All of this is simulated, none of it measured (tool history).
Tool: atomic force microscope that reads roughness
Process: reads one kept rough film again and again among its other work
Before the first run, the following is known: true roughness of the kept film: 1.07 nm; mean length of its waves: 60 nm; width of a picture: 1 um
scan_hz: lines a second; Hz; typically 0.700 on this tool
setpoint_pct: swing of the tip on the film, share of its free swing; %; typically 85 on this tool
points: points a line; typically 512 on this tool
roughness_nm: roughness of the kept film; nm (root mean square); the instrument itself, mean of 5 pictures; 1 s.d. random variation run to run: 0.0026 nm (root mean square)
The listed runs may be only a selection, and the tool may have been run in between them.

| run | hour | scan_hz | setpoint_pct | points | roughness_nm |
|---|---|---|---|---|---|
| 1 | 0.0 | 0.700 | 85 | 512 | 1.004 |
| 2 | 6.4 | 0.700 | 85 | 512 | 0.999 |
| 3 | 12.9 | 0.700 | 85 | 310 | 0.999 |
| 4 | 22.0 | 0.700 | 85 | 310 | 0.996 |
| 5 | 30.7 | 0.700 | 85 | 310 | 0.997 |
| 6 | 36.9 | 0.700 | 59 | 310 | 1.036 |
| 7 | 49.5 | 0.700 | 59 | 310 | 1.031 |
| 8 | 55.3 | 0.700 | 85 | 512 | 0.991 |
|  | 66.8 | new tip fitted |
| 9 | 68.7 | 0.700 | 85 | 674 | 1.008 |
| 10 | 78.8 | 0.700 | 85 | 674 | 1.007 |
| 11 | 88.6 | 0.700 | 85 | 674 | 1.007 |
| 12 | 99.6 | 0.700 | 85 | 674 | 1.007 |
| 13 | 108.3 | 0.700 | 85 | 451 | 0.998 |
| 14 | 117.4 | 0.700 | 85 | 451 | 0.995 |
| 15 | 129.0 | 0.700 | 85 | 683 | 0.993 |
| 16 | 136.3 | 0.700 | 85 | 683 | 0.997 |
| 17 | 144.5 | 0.700 | 85 | 683 | 0.999 |
| 18 | 156.5 | 0.700 | 85 | 683 | 0.989 |
| 19 | 169.5 | 0.700 | 85 | 683 | 0.992 |
|  | 175.2 | new tip fitted |
| 20 | 179.3 | 0.700 | 82 | 512 | 1.015 |
| 21 | 185.5 | 0.700 | 82 | 512 | 1.011 |
| 22 | 195.9 | 0.700 | 82 | 512 | 1.015 |
| 23 | 205.7 | 0.700 | 67 | 512 | 1.040 |
| 24 | 213.1 | 0.700 | 85 | 294 | 1.000 |
| 25 | 222.6 | 1.400 | 85 | 512 | 0.949 |
| 26 | 228.7 | 1.400 | 85 | 512 | 0.957 |
| 27 | 236.8 | 1.400 | 85 | 512 | 0.948 |
| 28 | 249.4 | 1.280 | 70 | 512 | 1.007 |
| 29 | 258.4 | 3.270 | 75 | 512 | 0.905 |
| 30 | 265.4 | 0.700 | 85 | 355 | 0.994 |
| 31 | 276.8 | 2.216 | 85 | 512 | 0.889 |
|  | 284.0 | new tip fitted |
| 32 | 290.0 | 0.672 | 59 | 938 | 1.052 |
| 33 | 295.7 | 0.672 | 59 | 938 | 1.051 |
| 34 | 302.1 | 1.357 | 85 | 380 | 0.960 |
| 35 | 311.3 | 2.743 | 85 | 560 | 0.866 |
| 36 | 323.2 | 0.780 | 74 | 422 | 1.019 |
| 37 | 333.9 | 0.700 | 69 | 276 | 1.028 |
| 38 | 343.1 | 0.700 | 69 | 276 | 1.029 |
| 39 | 356.3 | 0.700 | 69 | 276 | 1.023 |
| 40 | 363.5 | 0.700 | 83 | 276 | 0.998 |
| 41 | 372.8 | 2.267 | 69 | 276 | 0.968 |
| 42 | 378.1 | 1.443 | 56 | 617 | 1.023 |
| 43 | 388.4 | 0.797 | 75 | 550 | 1.013 |
|  | 392.1 | new tip fitted |
| 44 | 401.0 | 0.523 | 75 | 269 | 1.036 |
| 45 | 409.3 | 0.523 | 75 | 806 | 1.039 |
| 46 | 418.4 | 1.624 | 65 | 347 | 1.015 |
| 47 | 427.8 | 0.700 | 73 | 512 | 1.032 |
| 48 | 435.9 | 2.763 | 67 | 292 | 0.972 |
| 49 | 444.3 | 1.421 | 67 | 292 | 1.009 |
| 50 | 452.5 | 1.421 | 67 | 292 | 1.009 |
| 51 | 460.2 | 0.700 | 64 | 964 | 1.034 |
| 52 | 473.2 | 1.075 | 85 | 810 | 0.968 |
| 53 | 479.7 | 3.179 | 76 | 512 | 0.903 |

Results for each run, recomputed without the tool's hidden state and with each run's random variation untouched:
The hidden state here: radius of the tip, nm; height scale over the true one, %; drift of the gauge itself on roughness_nm, %.
| run | roughness_nm |
|---|---|
| 1 | 1.007 |
| 2 | 1.002 |
| 3 | 1.004 |
| 4 | 1.002 |
| 5 | 1.005 |
| 6 | 1.045 |
| 7 | 1.042 |
| 8 | 1.003 |
| 9 | 1.005 |
| 10 | 1.006 |
| 11 | 1.007 |
| 12 | 1.009 |
| 13 | 1.001 |
| 14 | 0.999 |
| 15 | 0.999 |
| 16 | 1.004 |
| 17 | 1.008 |
| 18 | 0.999 |
| 19 | 1.004 |
| 20 | 1.012 |
| 21 | 1.008 |
| 22 | 1.014 |
| 23 | 1.040 |
| 24 | 1.001 |
| 25 | 0.952 |
| 26 | 0.960 |
| 27 | 0.953 |
| 28 | 1.015 |
| 29 | 0.913 |
| 30 | 1.004 |
| 31 | 0.899 |
| 32 | 1.049 |
| 33 | 1.049 |
| 34 | 0.959 |
| 35 | 0.866 |
| 36 | 1.022 |
| 37 | 1.032 |
| 38 | 1.034 |
| 39 | 1.031 |
| 40 | 1.007 |
| 41 | 0.978 |
| 42 | 1.034 |
| 43 | 1.025 |
| 44 | 1.032 |
| 45 | 1.036 |
| 46 | 1.014 |
| 47 | 1.033 |
| 48 | 0.974 |
| 49 | 1.012 |
| 50 | 1.014 |
| 51 | 1.040 |
| 52 | 0.976 |
| 53 | 0.911 |
